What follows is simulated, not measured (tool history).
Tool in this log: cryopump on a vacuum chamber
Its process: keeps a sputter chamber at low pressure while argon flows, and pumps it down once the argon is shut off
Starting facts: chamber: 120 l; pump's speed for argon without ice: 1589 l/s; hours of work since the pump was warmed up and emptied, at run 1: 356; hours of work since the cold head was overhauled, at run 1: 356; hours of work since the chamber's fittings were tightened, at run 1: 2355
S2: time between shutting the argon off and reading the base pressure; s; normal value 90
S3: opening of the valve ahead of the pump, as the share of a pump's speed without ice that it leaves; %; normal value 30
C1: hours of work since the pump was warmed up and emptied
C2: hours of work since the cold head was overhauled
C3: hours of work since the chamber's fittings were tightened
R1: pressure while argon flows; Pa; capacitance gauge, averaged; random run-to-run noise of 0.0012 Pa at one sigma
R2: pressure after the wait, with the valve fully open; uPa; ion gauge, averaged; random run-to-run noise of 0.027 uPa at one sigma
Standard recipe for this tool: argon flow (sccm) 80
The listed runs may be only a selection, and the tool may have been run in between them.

Run 1, hour 0: usual settings; C1 356; C2 356; C3 2355. Result: R1 0.3036 Pa, R2 2.84 uPa.
Run 2, hour 15.2: usual settings; C1 365; C2 365; C3 2364. Result: R1 0.3032 Pa, R2 2.9 uPa.
Run 3, hour 26.1: usual settings; C1 372; C2 372; C3 2371. Result: R1 0.3078 Pa, R2 2.92 uPa.
Run 4, hour 39.8: usual settings; C1 380; C2 380; C3 2379. Result: R1 0.3068 Pa, R2 2.96 uPa.
Run 5, hour 49.3: usual settings; C1 386; C2 386; C3 2385. Result: R1 0.3064 Pa, R2 2.95 uPa.
Run 6, hour 61.5: usual settings but argon flow (sccm) 39; C1 393; C2 393; C3 2392. Result: R1 0.1486 Pa, R2 3.01 uPa.
Run 7, hour 75.3: usual settings but argon flow (sccm) 39; C1 401; C2 401; C3 2401. Result: R1 0.1486 Pa, R2 2.93 uPa.
Run 8, hour 85.6: usual settings but argon flow (sccm) 39; C1 408; C2 408; C3 2407. Result: R1 0.1503 Pa, R2 3.12 uPa.
Run 9, hour 102.9: usual settings but argon flow (sccm) 39; C1 418; C2 418; C3 2417. Result: R1 0.1494 Pa, R2 3.06 uPa.
Run 10, hour 110.1: usual settings but argon flow (sccm) 39; C1 422; C2 422; C3 2422. Result: R1 0.1511 Pa, R2 3.06 uPa.
Run 11, hour 123.4: usual settings but argon flow (sccm) 39; C1 431; C2 431; C3 2430. Result: R1 0.1512 Pa, R2 3.04 uPa.
Run 12, hour 138.1: usual settings but S3 16 %; C1 439; C2 439; C3 2439. Result: R1 0.5561 Pa, R2 3.14 uPa.
Run 13, hour 146.8: usual settings but S3 16 %; C1 445; C2 445; C3 2444. Result: R1 0.5598 Pa, R2 3.22 uPa.
Run 14, hour 160.2: usual settings but S2 131 s; C1 453; C2 453; C3 2452. Result: R1 0.3133 Pa, R2 2.89 uPa.
Run 15, hour 169.7: usual settings; C1 459; C2 459; C3 2458. Result: R1 0.3122 Pa, R2 3.04 uPa.
Run 16, hour 178.4: usual settings; C1 464; C2 464; C3 2463. Result: R1 0.313 Pa, R2 3.13 uPa.
Run 17, hour 185.5: usual settings; C1 468; C2 468; C3 2467. Result: R1 0.3151 Pa, R2 3.15 uPa.
Run 18, hour 196.7: usual settings; C1 475; C2 475; C3 2474. Result: R1 0.3139 Pa, R2 3.13 uPa.
Run 19, hour 212.5: usual settings; C1 484; C2 484; C3 2484. Result: R1 0.3116 Pa, R2 3.13 uPa.
Run 20, hour 225.7: usual settings; C1 492; C2 492; C3 2492. Result: R1 0.3144 Pa, R2 3.29 uPa.
Run 21, hour 241.7: usual settings but argon flow (sccm) 67, S2 254 s, S3 33 %; C1 502; C2 502; C3 2501. Result: R1 0.2441 Pa, R2 2.59 uPa.
Run 22, hour 258.4: usual settings but S3 31 %; C1 512; C2 512; C3 2512. Result: R1 0.3066 Pa, R2 3.35 uPa.
Run 23, hour 268: usual settings but argon flow (sccm) 149, S2 46 s, S3 18 %; C1 518; C2 518; C3 2517. Result: R1 0.9417 Pa, R2 4.19 uPa.
Run 24, hour 277.4: usual settings but argon flow (sccm) 149, S2 46 s, S3 18 %; C1 524; C2 524; C3 2523. Result: R1 0.9448 Pa, R2 4.21 uPa.
Run 25, hour 293.8: usual settings but argon flow (sccm) 135, S2 70 s, S3 39 %; C1 534; C2 534; C3 2533. Result: R1 0.427 Pa, R2 3.64 uPa.
At hour 302: pump warmed up, emptied and cooled again.
Run 26, hour 314.9: usual settings but argon flow (sccm) 135, S2 70 s, S3 39 %; C1 8; C2 543; C3 2543. Result: R1 0.3679 Pa, R2 3.01 uPa.
Run 27, hour 326: usual settings but argon flow (sccm) 135, S2 70 s, S3 39 %; C1 15; C2 550; C3 2549. Result: R1 0.3716 Pa, R2 3.06 uPa.
Run 28, hour 341.4: usual settings but argon flow (sccm) 32, S2 70 s, S3 39 %; C1 24; C2 559; C3 2559. Result: R1 0.0888 Pa, R2 2.99 uPa.
Run 29, hour 351.3: usual settings but argon flow (sccm) 32, S2 70 s, S3 39 %; C1 30; C2 565; C3 2565. Result: R1 0.0885 Pa, R2 3.03 uPa.
Run 30, hour 367.5: usual settings but S2 66 s, S3 48 %; C1 40; C2 575; C3 2574. Result: R1 0.1804 Pa, R2 3.16 uPa.
Run 31, hour 382.2: usual settings but argon flow (sccm) 132, S2 222 s; C1 49; C2 584; C3 2583. Result: R1 0.4741 Pa, R2 2.12 uPa.
Run 32, hour 394.9: usual settings but argon flow (sccm) 84, S2 172 s, S3 47 %; C1 56; C2 592; C3 2591. Result: R1 0.1929 Pa, R2 2.27 uPa.
Run 33, hour 404.1: usual settings but argon flow (sccm) 70, S2 24 s, S3 17 %; C1 62; C2 597; C3 2597. Result: R1 0.4433 Pa, R2 5.44 uPa.
Run 34, hour 415.1: usual settings but argon flow (sccm) 39, S3 45 %; C1 68; C2 604; C3 2603. Result: R1 0.0944 Pa, R2 2.73 uPa.

Consider 4 possible next runs. They are alternatives, not a sequence: every one starts from the tool as it was left by run 34. What does each give?
Run A, hour 431.7: usual settings but S3 21 %; C1 78; C2 614; C3 2613. Result: R1 ?, R2 ?.
Run B, hour 431.7: usual settings but argon flow (sccm) 87; C1 78; C2 614; C3 2613. Result: R1 ?, R2 ?.
Run C, hour 431.7: usual settings but S2 77 s, S3 55 %; C1 78; C2 614; C3 2613. Result: R1 ?, R2 ?.
Run D, hour 431.7: usual settings but argon flow (sccm) 65, S2 117 s, S3 58 %; C1 78; C2 614; C3 2613. Result: R1 ?, R2 ?.

run      R1    R2
  A  0.4102  2.77
  B  0.3142  2.75
  C   0.159  3.04
  D   0.123   2.6
With no hidden state in the tool, these same runs would have given:
run      R1    R2
  A  0.4054  1.19
  B   0.309  1.16
  C  0.1542  1.42
  D  0.1192  0.99
